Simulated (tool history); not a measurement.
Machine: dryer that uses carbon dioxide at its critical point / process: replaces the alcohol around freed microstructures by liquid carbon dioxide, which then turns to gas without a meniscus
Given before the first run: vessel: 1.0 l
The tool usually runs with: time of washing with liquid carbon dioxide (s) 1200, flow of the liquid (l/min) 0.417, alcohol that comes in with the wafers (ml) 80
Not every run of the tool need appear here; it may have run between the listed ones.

| run | hour | time of washing with liquid carbon dioxide (s) | flow of the liquid (l/min) | alcohol that comes in with the wafers (ml) | alcohol left in the vessel before it's heated (ppm by volume) |
|---|---|---|---|---|---|
| 1 | 0 | 1200 | 0.417 | 80 | 201 |
| 2 | 21 | 1200 | 0.292 | 80 | 646 |
| 3 | 34.6 | 1200 | 0.292 | 80 | 650 |
| 4 | 57.9 | 1200 | 0.292 | 80 | 671 |
| 5 | 80.6 | 840 | 0.417 | 80 | 701 |
| 6 | 99.8 | 840 | 0.417 | 80 | 724 |
| 7 | 127.8 | 840 | 0.417 | 80 | 737 |
| 8 | 147.4 | 840 | 0.417 | 80 | 731 |
| 9 | 168.7 | 840 | 0.417 | 80 | 757 |
| 10 | 190.1 | 840 | 0.417 | 80 | 782 |
| 11 | 211.9 | 840 | 0.417 | 80 | 799 |
| 12 | 240.8 | 1200 | 0.417 | 80 | 266 |
| 13 | 257.5 | 1680 | 0.417 | 80 | 173 |
| 14 | 276.4 | 1680 | 0.417 | 80 | 184 |
| 15 | 300.9 | 1200 | 0.638 | 87 | 190 |
| 16 | 326.4 | 1200 | 0.638 | 87 | 195 |
| 17 | 355.9 | 1200 | 0.638 | 87 | 195 |
| 18 | 381.3 | 1680 | 0.68 | 63 | 198 |
| 19 | 408 | 780 | 0.308 | 99 | 4109 |
| 20 | 432.4 | 1500 | 0.364 | 32 | 224 |
| 21 | 449.9 | 1500 | 0.364 | 32 | 22 |
| 22 | 476.5 | 1500 | 0.364 | 32 | 38 |
| 23 | 502.3 | 1140 | 0.379 | 27 | 107 |
| 24 | 520.5 | 840 | 0.475 | 113 | 663 |
| 25 | 547 | 840 | 0.475 | 41 | 254 |
| 26 | 563.1 | 840 | 0.475 | 102 | 632 |
| 27 | 585.9 | 1740 | 0.475 | 24 | 29 |

Not shown here: 1 entry made in the log between runs. Locate each between two listed runs and compare the hidden state at the listed run before it with the hidden state at the listed run after it:
From run 20 to run 21: purifier's bed changed (hour 441.3)
  flow that reaches the vessel past the clogged filter, %: 87.9 -> 87.6; alcohol in the recycled carbon dioxide, ppm: 205.2 -> 8.3
  difference, measured minus the result without the unlogged condition, alcohol left in the vessel before it's heated (ppm by volume): +211 -> +18
